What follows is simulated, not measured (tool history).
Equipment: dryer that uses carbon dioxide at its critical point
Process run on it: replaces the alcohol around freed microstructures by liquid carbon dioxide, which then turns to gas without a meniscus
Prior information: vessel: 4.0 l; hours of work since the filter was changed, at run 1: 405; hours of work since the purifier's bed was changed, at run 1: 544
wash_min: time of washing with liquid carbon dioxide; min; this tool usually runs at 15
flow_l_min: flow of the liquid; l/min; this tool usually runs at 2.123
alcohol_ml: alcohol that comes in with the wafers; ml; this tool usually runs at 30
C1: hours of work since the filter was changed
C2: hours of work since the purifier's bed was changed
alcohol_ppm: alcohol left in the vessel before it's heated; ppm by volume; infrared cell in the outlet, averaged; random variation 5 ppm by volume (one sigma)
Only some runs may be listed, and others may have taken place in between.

run 1 hour=0.0 | wash_min=15 flow_l_min=2.123 alcohol_ml=30 | C1=405 C2=544 | alcohol_ppm=99
-- hour=40.3 inlet filter changed
run 2 hour=42.5 | wash_min=15 flow_l_min=2.123 alcohol_ml=30 | C1=2 C2=572 | alcohol_ppm=72
run 3 hour=66.7 | wash_min=15 flow_l_min=2.123 alcohol_ml=30 | C1=18 C2=589 | alcohol_ppm=73
run 4 hour=102.9 | wash_min=15 flow_l_min=2.123 alcohol_ml=30 | C1=43 C2=614 | alcohol_ppm=88
run 5 hour=138.9 | wash_min=22 flow_l_min=2.123 alcohol_ml=30 | C1=68 C2=639 | alcohol_ppm=62
run 6 hour=186.5 | wash_min=22 flow_l_min=2.123 alcohol_ml=30 | C1=102 C2=672 | alcohol_ppm=76
run 7 hour=233.2 | wash_min=22 flow_l_min=2.123 alcohol_ml=30 | C1=134 C2=705 | alcohol_ppm=80
run 8 hour=253.0 | wash_min=22 flow_l_min=2.123 alcohol_ml=30 | C1=148 C2=718 | alcohol_ppm=77
run 9 hour=279.8 | wash_min=22 flow_l_min=2.123 alcohol_ml=30 | C1=166 C2=737 | alcohol_ppm=92
run 10 hour=315.7 | wash_min=22 flow_l_min=2.123 alcohol_ml=30 | C1=191 C2=762 | alcohol_ppm=84
run 11 hour=341.5 | wash_min=22 flow_l_min=2.123 alcohol_ml=30 | C1=209 C2=780 | alcohol_ppm=86
run 12 hour=382.3 | wash_min=22 flow_l_min=2.123 alcohol_ml=54 | C1=237 C2=808 | alcohol_ppm=83
run 13 hour=412.2 | wash_min=22 flow_l_min=2.123 alcohol_ml=54 | C1=258 C2=829 | alcohol_ppm=99
run 14 hour=459.3 | wash_min=22 flow_l_min=2.123 alcohol_ml=54 | C1=291 C2=862 | alcohol_ppm=91
run 15 hour=483.8 | wash_min=22 flow_l_min=2.123 alcohol_ml=54 | C1=308 C2=879 | alcohol_ppm=96
run 16 hour=524.4 | wash_min=15 flow_l_min=2.123 alcohol_ml=30 | C1=336 C2=907 | alcohol_ppm=123
run 17 hour=558.2 | wash_min=15 flow_l_min=2.123 alcohol_ml=30 | C1=360 C2=930 | alcohol_ppm=127
run 18 hour=584.6 | wash_min=19 flow_l_min=2.123 alcohol_ml=30 | C1=378 C2=949 | alcohol_ppm=117
run 19 hour=622.0 | wash_min=19 flow_l_min=2.123 alcohol_ml=30 | C1=404 C2=975 | alcohol_ppm=115
run 20 hour=652.9 | wash_min=19 flow_l_min=2.123 alcohol_ml=30 | C1=425 C2=996 | alcohol_ppm=116
-- hour=661.1 inlet filter changed
run 21 hour=697.4 | wash_min=15 flow_l_min=1.330 alcohol_ml=30 | C1=25 C2=1026 | alcohol_ppm=255
run 22 hour=742.8 | wash_min=21 flow_l_min=2.123 alcohol_ml=31 | C1=57 C2=1058 | alcohol_ppm=120
run 23 hour=775.6 | wash_min=21 flow_l_min=2.123 alcohol_ml=31 | C1=79 C2=1081 | alcohol_ppm=113
run 24 hour=815.7 | wash_min=13 flow_l_min=1.550 alcohol_ml=30 | C1=107 C2=1108 | alcohol_ppm=274
run 25 hour=857.7 | wash_min=13 flow_l_min=1.550 alcohol_ml=30 | C1=137 C2=1138 | alcohol_ppm=272
run 26 hour=878.1 | wash_min=13 flow_l_min=1.550 alcohol_ml=30 | C1=151 C2=1152 | alcohol_ppm=292
run 27 hour=920.5 | wash_min=13 flow_l_min=1.550 alcohol_ml=30 | C1=180 C2=1181 | alcohol_ppm=305
-- hour=927.7 purifier's bed changed
run 28 hour=955.2 | wash_min=13 flow_l_min=1.970 alcohol_ml=116 | C1=202 C2=19 | alcohol_ppm=262
run 29 hour=988.1 | wash_min=11 flow_l_min=2.123 alcohol_ml=30 | C1=225 C2=42 | alcohol_ppm=110
run 30 hour=1010.4 | wash_min=18 flow_l_min=2.050 alcohol_ml=59 | C1=240 C2=57 | alcohol_ppm=31
run 31 hour=1030.8 | wash_min=15 flow_l_min=2.123 alcohol_ml=65 | C1=255 C2=72 | alcohol_ppm=61
run 32 hour=1075.1 | wash_min=23 flow_l_min=2.123 alcohol_ml=106 | C1=285 C2=102 | alcohol_ppm=12
run 33 hour=1105.4 | wash_min=23 flow_l_min=2.123 alcohol_ml=106 | C1=306 C2=123 | alcohol_ppm=27
run 34 hour=1125.7 | wash_min=17 flow_l_min=2.123 alcohol_ml=30 | C1=320 C2=137 | alcohol_ppm=32
run 35 hour=1171.6 | wash_min=20 flow_l_min=2.000 alcohol_ml=39 | C1=352 C2=169 | alcohol_ppm=29
run 36 hour=1209.8 | wash_min=20 flow_l_min=2.000 alcohol_ml=39 | C1=379 C2=196 | alcohol_ppm=38
run 37 hour=1256.8 | wash_min=15 flow_l_min=2.123 alcohol_ml=34 | C1=411 C2=228 | alcohol_ppm=64
-- hour=1285.3 inlet filter changed
run 38 hour=1290.9 | wash_min=15 flow_l_min=2.123 alcohol_ml=34 | C1=4 C2=251 | alcohol_ppm=44
run 39 hour=1314.3 | wash_min=17 flow_l_min=2.270 alcohol_ml=38 | C1=20 C2=268 | alcohol_ppm=36
run 40 hour=1348.8 | wash_min=18 flow_l_min=1.490 alcohol_ml=30 | C1=44 C2=292 | alcohol_ppm=73
run 41 hour=1384.9 | wash_min=18 flow_l_min=1.490 alcohol_ml=30 | C1=69 C2=317 | alcohol_ppm=77

The same runs without the tool's hidden state, with the same run-to-run variation:
Hidden conditions of the tool in this case: flow that reaches the vessel past the clogged filter, %; alcohol in the recycled carbon dioxide, ppm; drift of the gauge itself on alcohol_ppm, %.
run=1 alcohol_ppm=19
run=2 alcohol_ppm=13
run=3 alcohol_ppm=12
run=4 alcohol_ppm=23
run=5 alcohol_ppm=0
run=6 alcohol_ppm=5
run=7 alcohol_ppm=9
run=8 alcohol_ppm=1
run=9 alcohol_ppm=14
run=10 alcohol_ppm=5
run=11 alcohol_ppm=5
run=12 alcohol_ppm=0
run=13 alcohol_ppm=11
run=14 alcohol_ppm=1
run=15 alcohol_ppm=5
run=16 alcohol_ppm=14
run=17 alcohol_ppm=13
run=18 alcohol_ppm=15
run=19 alcohol_ppm=8
run=20 alcohol_ppm=7
run=21 alcohol_ppm=141
run=22 alcohol_ppm=13
run=23 alcohol_ppm=2
run=24 alcohol_ppm=137
run=25 alcohol_ppm=125
run=26 alcohol_ppm=140
run=27 alcohol_ppm=135
run=28 alcohol_ppm=169
run=29 alcohol_ppm=69
run=30 alcohol_ppm=15
run=31 alcohol_ppm=28
run=32 alcohol_ppm=0
run=33 alcohol_ppm=11
run=34 alcohol_ppm=10
run=35 alcohol_ppm=5
run=36 alcohol_ppm=9
run=37 alcohol_ppm=14
run=38 alcohol_ppm=18
run=39 alcohol_ppm=9
run=40 alcohol_ppm=39
run=41 alcohol_ppm=39
